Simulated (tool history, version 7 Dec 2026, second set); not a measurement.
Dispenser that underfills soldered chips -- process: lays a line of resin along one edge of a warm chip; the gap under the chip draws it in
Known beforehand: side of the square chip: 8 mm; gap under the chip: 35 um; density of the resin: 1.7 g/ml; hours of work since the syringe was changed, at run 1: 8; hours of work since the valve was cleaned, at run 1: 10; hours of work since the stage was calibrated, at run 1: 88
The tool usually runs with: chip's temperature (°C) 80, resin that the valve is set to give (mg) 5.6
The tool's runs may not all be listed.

run   hour  chip's temperature (°C)  resin that the valve is set to give (mg)  hours of work since the syringe was changed  hours of work since the valve was cleaned  hours of work since the stage was calibrated  time until the resin shows at the far edge (s)  resin that the valve gave (mg)
  1      0                       80                                       5.6                                            8                                         10                                            88                                           160.8                            5.58
       3.2  -- new syringe of resin
  2    5.6                       80                                       5.6                                            1                                         13                                            92                                           126.4                            5.57
  3    9.1                       79                                       5.6                                            4                                         16                                            94                                           143.9                            5.58
  4   14.4                       80                                      5.85                                            7                                         19                                            97                                           154.4                            5.81
  5   17.2                       80                                      5.85                                            9                                         21                                            99                                           164.4                             5.8
      18.8  -- new syringe of resin
  6   22.8                       80                                      5.85                                            3                                         24                                           102                                           131.5                             5.8
  7   27.1                       80                                      5.85                                            5                                         27                                           105                                           141.3                             5.8
  8   30.6                       80                                       5.6                                            7                                         29                                           107                                           155.4                            5.55
      34.3  -- new syringe of resin
  9   35.8                       80                                       5.6                                            1                                         32                                           110                                           122.7                            5.54
 10   38.7                       80                                       5.6                                            3                                         34                                           112                                           133.3                            5.55
 11   44.2                       80                                       5.6                                            6                                         37                                           116                                           152.2                            5.53
 12   48.8                       80                                      5.26                                            9                                         40                                           118                                           174.1                            5.18
      50.2  -- new syringe of resin
 13   53.4                       80                                      5.26                                            2                                         43                                           121                                           129.4                            5.16
 14   57.2                       80                                      5.26                                            4                                         45                                           123                                           141.2                            5.17
 15   59.6                       80                                      5.26                                            6                                         47                                           125                                           153.2                            5.14
 16   64.3                       80                                      5.26                                            9                                         50                                           128                                           173.2                            5.17
      65.8  -- new syringe of resin
 17   67.3                       80                                      5.26                                            1                                         51                                           130                                           128.3                            5.16
 18   70.5                       80                                      5.28                                            3                                         53                                           132                                           138.2                            5.16
 19     73                       80                                      6.07                                            5                                         55                                           133                                           141.1                            5.93
 20   78.4                       80                                      6.07                                            8                                         58                                           136                                           165.2                            5.92
      81.4  -- new syringe of resin
 21   83.2                       70                                      5.49                                            1                                         61                                           139                                           196.7                            5.35
 22   89.2                       88                                      6.42                                            5                                         65                                           143                                             101                            6.23
 23     93                       86                                      6.88                                            7                                         67                                           145                                           118.4                            6.69
      96.9  -- new syringe of resin
 24   96.9                       86                                      6.88                                            0                                         69                                           148                                            90.6                            6.68
 25  102.9                       84                                       6.5                                            4                                         73                                           151                                           114.4                             6.3
 26  106.5                       74                                      5.19                                            6                                         75                                           154                                           210.6                            5.04
 27  110.9                       73                                      6.54                                            9                                         78                                           156                                           235.8                            6.32
     112.6  -- new syringe of resin
 28  114.1                       73                                      6.54                                            1                                         80                                           158                                           170.2                            6.32
 29  119.6                       77                                       6.4                                            4                                         83                                           162                                           160.8                            6.18
 30  124.8                       77                                       6.4                                            8                                         87                                           165                                           186.3                            6.16
 31  127.4                       80                                      6.26                                            9                                         88                                           167                                           174.2                            6.06
     128.2  -- new syringe of resin
 32  130.3                       80                                      6.26                                            1                                         90                                           168                                           122.2                            6.04
 33  134.5                       95                                      5.09                                            4                                         92                                           171                                            75.1                             4.9
 34  138.9                       82                                       5.8                                            7                                         95                                           174                                           143.8                            5.59
     140.1  -- dispensing valve cleaned and set on the balance
 35  143.4                       82                                       5.8                                            9                                          2                                           176                                           154.3                             5.8
     145.1  -- new syringe of resin
 36  147.4                       82                                       5.8                                            1                                          4                                           178                                           116.3                            5.81
 37    151                       82                                       5.8                                            4                                          7                                           180                                           124.2                            5.77

Consider 3 possible next runs. They are alternatives, not a sequence: every one starts from the tool as it was left by run 37. What does each give?
  A  154.5                       75                                       5.8                                            6                                          9                                           182                                               ?                               ?
  B  154.5                       84                                      5.72                                            6                                          9                                           182                                               ?                               ?
  C  154.5                       80                                      5.08                                            6                                          9                                           182                                               ?                               ?

run  time until the resin shows at the far edge (s)  resin that the valve gave (mg)
  A                                           188.5                            5.79
  B                                           123.2                             5.7
  C                                           155.4                            5.05
Take away the tool's hidden state, keep each run's random variation, and the runs would have read:
run  time until the resin shows at the far edge (s)  resin that the valve gave (mg)
  A                                           141.9                            5.81
  B                                              93                            5.72
  C                                           117.1                            5.07

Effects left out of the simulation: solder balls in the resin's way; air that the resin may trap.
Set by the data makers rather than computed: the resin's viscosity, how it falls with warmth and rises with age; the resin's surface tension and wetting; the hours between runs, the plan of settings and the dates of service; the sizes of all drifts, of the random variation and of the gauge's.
